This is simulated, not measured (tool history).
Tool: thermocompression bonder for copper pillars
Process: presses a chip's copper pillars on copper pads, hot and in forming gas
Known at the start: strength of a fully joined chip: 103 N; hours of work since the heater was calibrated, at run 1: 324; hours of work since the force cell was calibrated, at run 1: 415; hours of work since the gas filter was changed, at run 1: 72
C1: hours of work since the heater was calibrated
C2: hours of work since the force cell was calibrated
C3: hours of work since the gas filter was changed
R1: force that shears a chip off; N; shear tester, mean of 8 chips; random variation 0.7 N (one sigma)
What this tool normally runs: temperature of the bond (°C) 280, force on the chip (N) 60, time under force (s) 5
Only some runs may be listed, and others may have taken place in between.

{"run": 1, "hour": 0.0, "temperature of the bond (°C)": 280, "force on the chip (N)": 60, "time under force (s)": 5, "C1": 324, "C2": 415, "C3": 72, "R1": 49.8}
{"run": 2, "hour": 14.1, "temperature of the bond (°C)": 280, "force on the chip (N)": 60, "time under force (s)": 5, "C1": 335, "C2": 426, "C3": 82, "R1": 48.0}
{"run": 3, "hour": 39.6, "temperature of the bond (°C)": 280, "force on the chip (N)": 60, "time under force (s)": 5, "C1": 354, "C2": 445, "C3": 102, "R1": 49.8}
{"run": 4, "hour": 65.5, "temperature of the bond (°C)": 280, "force on the chip (N)": 60, "time under force (s)": 5, "C1": 374, "C2": 465, "C3": 122, "R1": 49.1}
{"run": 5, "hour": 82.3, "temperature of the bond (°C)": 280, "force on the chip (N)": 60, "time under force (s)": 5, "C1": 386, "C2": 478, "C3": 134, "R1": 48.7}
{"run": 6, "hour": 108.1, "temperature of the bond (°C)": 280, "force on the chip (N)": 60, "time under force (s)": 5, "C1": 406, "C2": 497, "C3": 154, "R1": 48.0}
{"run": 7, "hour": 124.7, "temperature of the bond (°C)": 280, "force on the chip (N)": 60, "time under force (s)": 5, "C1": 419, "C2": 510, "C3": 167, "R1": 48.3}
{"hour": 133.3, "done": "forming gas filter changed"}
{"run": 8, "hour": 149.9, "temperature of the bond (°C)": 280, "force on the chip (N)": 60, "time under force (s)": 3, "C1": 438, "C2": 529, "C3": 13, "R1": 39.5}
{"run": 9, "hour": 180.4, "temperature of the bond (°C)": 280, "force on the chip (N)": 60, "time under force (s)": 3, "C1": 461, "C2": 552, "C3": 36, "R1": 40.1}
{"run": 10, "hour": 202.7, "temperature of the bond (°C)": 280, "force on the chip (N)": 60, "time under force (s)": 3, "C1": 478, "C2": 569, "C3": 53, "R1": 40.4}
{"run": 11, "hour": 225.0, "temperature of the bond (°C)": 280, "force on the chip (N)": 60, "time under force (s)": 3, "C1": 495, "C2": 586, "C3": 70, "R1": 40.4}
{"run": 12, "hour": 242.1, "temperature of the bond (°C)": 280, "force on the chip (N)": 60, "time under force (s)": 5, "C1": 508, "C2": 599, "C3": 83, "R1": 49.2}
{"run": 13, "hour": 267.5, "temperature of the bond (°C)": 280, "force on the chip (N)": 61, "time under force (s)": 5, "C1": 527, "C2": 618, "C3": 102, "R1": 48.0}
{"run": 14, "hour": 289.3, "temperature of the bond (°C)": 280, "force on the chip (N)": 61, "time under force (s)": 5, "C1": 544, "C2": 635, "C3": 119, "R1": 49.4}
{"run": 15, "hour": 309.0, "temperature of the bond (°C)": 280, "force on the chip (N)": 61, "time under force (s)": 5, "C1": 559, "C2": 650, "C3": 134, "R1": 48.7}
{"run": 16, "hour": 331.2, "temperature of the bond (°C)": 280, "force on the chip (N)": 61, "time under force (s)": 5, "C1": 576, "C2": 667, "C3": 151, "R1": 49.5}
{"run": 17, "hour": 351.9, "temperature of the bond (°C)": 280, "force on the chip (N)": 61, "time under force (s)": 5, "C1": 591, "C2": 683, "C3": 166, "R1": 50.2}
{"hour": 361.2, "done": "forming gas filter changed"}
{"run": 18, "hour": 376.9, "temperature of the bond (°C)": 280, "force on the chip (N)": 60, "time under force (s)": 5, "C1": 610, "C2": 701, "C3": 12, "R1": 48.4}
{"run": 19, "hour": 409.5, "temperature of the bond (°C)": 280, "force on the chip (N)": 60, "time under force (s)": 5, "C1": 635, "C2": 726, "C3": 37, "R1": 48.3}
{"run": 20, "hour": 439.6, "temperature of the bond (°C)": 280, "force on the chip (N)": 60, "time under force (s)": 5, "C1": 658, "C2": 749, "C3": 60, "R1": 49.4}
{"run": 21, "hour": 457.2, "temperature of the bond (°C)": 280, "force on the chip (N)": 60, "time under force (s)": 5, "C1": 671, "C2": 762, "C3": 73, "R1": 48.8}
{"hour": 473.5, "done": "force cell calibrated"}
{"run": 22, "hour": 483.2, "temperature of the bond (°C)": 280, "force on the chip (N)": 60, "time under force (s)": 5, "C1": 690, "C2": 7, "C3": 92, "R1": 48.5}
{"run": 23, "hour": 505.6, "temperature of the bond (°C)": 280, "force on the chip (N)": 60, "time under force (s)": 5, "C1": 707, "C2": 24, "C3": 109, "R1": 48.9}
{"run": 24, "hour": 532.2, "temperature of the bond (°C)": 274, "force on the chip (N)": 60, "time under force (s)": 5, "C1": 727, "C2": 45, "C3": 129, "R1": 45.9}
{"run": 25, "hour": 548.1, "temperature of the bond (°C)": 267, "force on the chip (N)": 54, "time under force (s)": 4, "C1": 739, "C2": 57, "C3": 141, "R1": 35.1}
{"run": 26, "hour": 581.1, "temperature of the bond (°C)": 302, "force on the chip (N)": 54, "time under force (s)": 7, "C1": 764, "C2": 82, "C3": 166, "R1": 62.1}
{"hour": 593.0, "done": "forming gas filter changed"}
{"run": 27, "hour": 614.0, "temperature of the bond (°C)": 302, "force on the chip (N)": 79, "time under force (s)": 7, "C1": 789, "C2": 107, "C3": 16, "R1": 80.3}
{"run": 28, "hour": 638.0, "temperature of the bond (°C)": 302, "force on the chip (N)": 79, "time under force (s)": 7, "C1": 807, "C2": 125, "C3": 34, "R1": 78.7}
{"run": 29, "hour": 661.3, "temperature of the bond (°C)": 267, "force on the chip (N)": 60, "time under force (s)": 9, "C1": 825, "C2": 142, "C3": 52, "R1": 53.0}
{"run": 30, "hour": 686.2, "temperature of the bond (°C)": 267, "force on the chip (N)": 77, "time under force (s)": 4, "C1": 844, "C2": 161, "C3": 71, "R1": 47.3}
{"run": 31, "hour": 709.4, "temperature of the bond (°C)": 251, "force on the chip (N)": 49, "time under force (s)": 12, "C1": 861, "C2": 179, "C3": 89, "R1": 39.0}
{"run": 32, "hour": 740.0, "temperature of the bond (°C)": 269, "force on the chip (N)": 66, "time under force (s)": 5, "C1": 885, "C2": 202, "C3": 112, "R1": 46.9}
{"run": 33, "hour": 770.4, "temperature of the bond (°C)": 280, "force on the chip (N)": 60, "time under force (s)": 6, "C1": 908, "C2": 226, "C3": 135, "R1": 52.6}
{"run": 34, "hour": 798.7, "temperature of the bond (°C)": 280, "force on the chip (N)": 60, "time under force (s)": 6, "C1": 929, "C2": 247, "C3": 157, "R1": 51.9}
{"run": 35, "hour": 812.6, "temperature of the bond (°C)": 280, "force on the chip (N)": 60, "time under force (s)": 6, "C1": 940, "C2": 258, "C3": 167, "R1": 52.8}
{"hour": 822.3, "done": "forming gas filter changed"}
{"run": 36, "hour": 826.8, "temperature of the bond (°C)": 280, "force on the chip (N)": 60, "time under force (s)": 3, "C1": 950, "C2": 268, "C3": 3, "R1": 40.0}
{"run": 37, "hour": 846.7, "temperature of the bond (°C)": 280, "force on the chip (N)": 57, "time under force (s)": 3, "C1": 966, "C2": 283, "C3": 19, "R1": 39.7}
{"run": 38, "hour": 862.9, "temperature of the bond (°C)": 280, "force on the chip (N)": 57, "time under force (s)": 3, "C1": 978, "C2": 296, "C3": 31, "R1": 38.7}
{"run": 39, "hour": 884.6, "temperature of the bond (°C)": 280, "force on the chip (N)": 87, "time under force (s)": 14, "C1": 994, "C2": 312, "C3": 47, "R1": 83.2}

Hidden condition of the tool, last listed run before each entry between runs versus first listed run after:
After run 7, before run 8: forming gas filter changed (hour 133.3)
  oxide that the forming gas leaves, % of the face: 0.91 -> 0.53
After run 17, before run 18: forming gas filter changed (hour 361.2)
  oxide that the forming gas leaves, % of the face: 0.9 -> 0.53
After run 21, before run 22: force cell calibrated (hour 473.5)
  force that reaches the chip, % of what is set: 99.6 -> 100; oxide that the forming gas leaves, % of the face: 0.68 -> 0.73
After run 26, before run 27: forming gas filter changed (hour 593.0)
  oxide that the forming gas leaves, % of the face: 0.9 -> 0.54
After run 35, before run 36: forming gas filter changed (hour 822.3)
  oxide that the forming gas leaves, % of the face: 0.9 -> 0.51
